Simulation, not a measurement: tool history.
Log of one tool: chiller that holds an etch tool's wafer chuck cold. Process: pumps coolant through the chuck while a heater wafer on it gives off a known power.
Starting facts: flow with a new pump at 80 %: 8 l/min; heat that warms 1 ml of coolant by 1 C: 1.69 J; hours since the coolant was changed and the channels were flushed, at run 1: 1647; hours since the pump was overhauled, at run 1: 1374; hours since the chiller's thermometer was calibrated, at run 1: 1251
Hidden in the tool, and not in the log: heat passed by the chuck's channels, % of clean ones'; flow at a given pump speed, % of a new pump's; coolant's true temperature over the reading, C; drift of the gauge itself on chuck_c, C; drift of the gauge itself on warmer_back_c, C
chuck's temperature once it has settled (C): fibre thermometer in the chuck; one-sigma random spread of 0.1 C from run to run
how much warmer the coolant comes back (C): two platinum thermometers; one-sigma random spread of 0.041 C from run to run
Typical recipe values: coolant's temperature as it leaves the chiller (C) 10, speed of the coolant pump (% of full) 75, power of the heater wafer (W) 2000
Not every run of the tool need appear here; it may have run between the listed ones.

| run | day | coolant's temperature as it leaves the chiller (C) | speed of the coolant pump (% of full) | power of the heater wafer (W) | hours since the coolant was changed and the channels were flushed | hours since the pump was overhauled | hours since the chiller's thermometer was calibrated | chuck's temperature once it has settled (C) | how much warmer the coolant comes back (C) |
|---|---|---|---|---|---|---|---|---|---|
| 1 | 0 | 10 | 75 | 2000 | 1647 | 1374 | 1251 | 26.6 | 10.03 |
| 2 | 2.571 | 10 | 75 | 2000 | 1708 | 1436 | 1313 | 26.6 | 9.98 |
| 3 | 5.962 | 10 | 75 | 2000 | 1790 | 1517 | 1394 | 26.8 | 9.86 |
| 4 | 8.825 | 10 | 75 | 2000 | 1858 | 1586 | 1463 | 26.9 | 9.93 |
| 5 | 12.783 | 10 | 75 | 1444 | 1953 | 1681 | 1558 | 22.3 | 7.26 |
| 6 | 14.912 | 10 | 75 | 1444 | 2004 | 1732 | 1609 | 22.4 | 7.28 |
| 7 | 17.342 | 10 | 75 | 1444 | 2063 | 1790 | 1667 | 22.3 | 7.27 |
| 8 | 20.062 | 4 | 75 | 1444 | 2128 | 1856 | 1732 | 16.3 | 7.25 |
| 9 | 24.15 | 4 | 75 | 1444 | 2226 | 1954 | 1831 | 16.4 | 7.3 |
| 10 | 25.933 | 4 | 75 | 1444 | 2269 | 1997 | 1873 | 16.6 | 7.24 |
| 11 | 27.904 | 4 | 79 | 1444 | 2316 | 2044 | 1921 | 16.2 | 6.95 |
| 12 | 30.533 | 10 | 75 | 2000 | 2379 | 2107 | 1984 | 27.2 | 10.07 |
| 13 | 33.567 | 10 | 75 | 2000 | 2452 | 2180 | 2056 | 27.4 | 10.16 |
| 14 | 35.929 | 3 | 75 | 2000 | 2509 | 2236 | 2113 | 20.6 | 10.14 |
| 15 | 38.412 | 3 | 74 | 2000 | 2568 | 2296 | 2173 | 20.8 | 10.4 |
| 16 | 42.638 | 10 | 75 | 2000 | 2670 | 2398 | 2274 | 27.6 | 10.24 |
| 17 | 44.962 | 10 | 76 | 1238 | 2726 | 2453 | 2330 | 20.9 | 6.22 |
| 18 | 46.929 | 10 | 90 | 1729 | 2773 | 2500 | 2377 | 23.1 | 7.23 |
| 19 | 49.762 | 16 | 65 | 1729 | 2841 | 2569 | 2445 | 33.1 | 10.34 |
| 20 | 51.542 | 16 | 65 | 1729 | 2883 | 2611 | 2488 | 33.2 | 10.34 |
| 21 | 55.167 | 16 | 65 | 1729 | 2970 | 2698 | 2575 | 33.2 | 10.34 |
| 22 | 59.379 | 6 | 73 | 2551 | 3072 | 2799 | 2676 | 29.2 | 13.5 |
| 23 | 61.629 | 15 | 75 | 1232 | 3126 | 2853 | 2730 | 26.2 | 6.36 |
| 24 | 65.104 | 10 | 75 | 2000 | 3209 | 2937 | 2813 | 28.2 | 10.33 |
| 25 | 66.888 | 10 | 75 | 2000 | 3252 | 2980 | 2856 | 28 | 10.35 |
| 26 | 70.121 | 10 | 63 | 1189 | 3329 | 3057 | 2934 | 22.5 | 7.46 |
| 27 | 73.225 | 14 | 75 | 2000 | 3404 | 3132 | 3008 | 32.6 | 10.37 |
| 28 | 75.533 | 14 | 75 | 2000 | 3459 | 3187 | 3064 | 32.4 | 10.47 |
|  | 78.267 | coolant changed, channels flushed |
| 29 | 79.871 | 1 | 75 | 1188 | 38 | 3285 | 3162 | 11.2 | 6.27 |
| 30 | 81.867 | 1 | 75 | 1188 | 86 | 3333 | 3210 | 11.2 | 6.26 |
| 31 | 84.742 | 1 | 75 | 1188 | 155 | 3402 | 3279 | 11.1 | 6.26 |
| 32 | 87.758 | 1 | 64 | 1927 | 228 | 3474 | 3351 | 19.8 | 12.05 |

Entry by entry between the runs, the difference in hidden state between the last listed run before and the first listed run after:
After run 28, before run 29: coolant changed, channels flushed (day 78.267)
  heat passed by the chuck's channels, % of clean ones': 86.4 -> 99; flow at a given pump speed, % of a new pump's: 91.8 -> 91.6; coolant's true temperature over the reading, C: 0.36 -> 0.37
  measured value less the no-hidden-state value, chuck's temperature once it has settled (C): +2.9 -> +1.1; how much warmer the coolant comes back (C): +0.86 -> +0.53

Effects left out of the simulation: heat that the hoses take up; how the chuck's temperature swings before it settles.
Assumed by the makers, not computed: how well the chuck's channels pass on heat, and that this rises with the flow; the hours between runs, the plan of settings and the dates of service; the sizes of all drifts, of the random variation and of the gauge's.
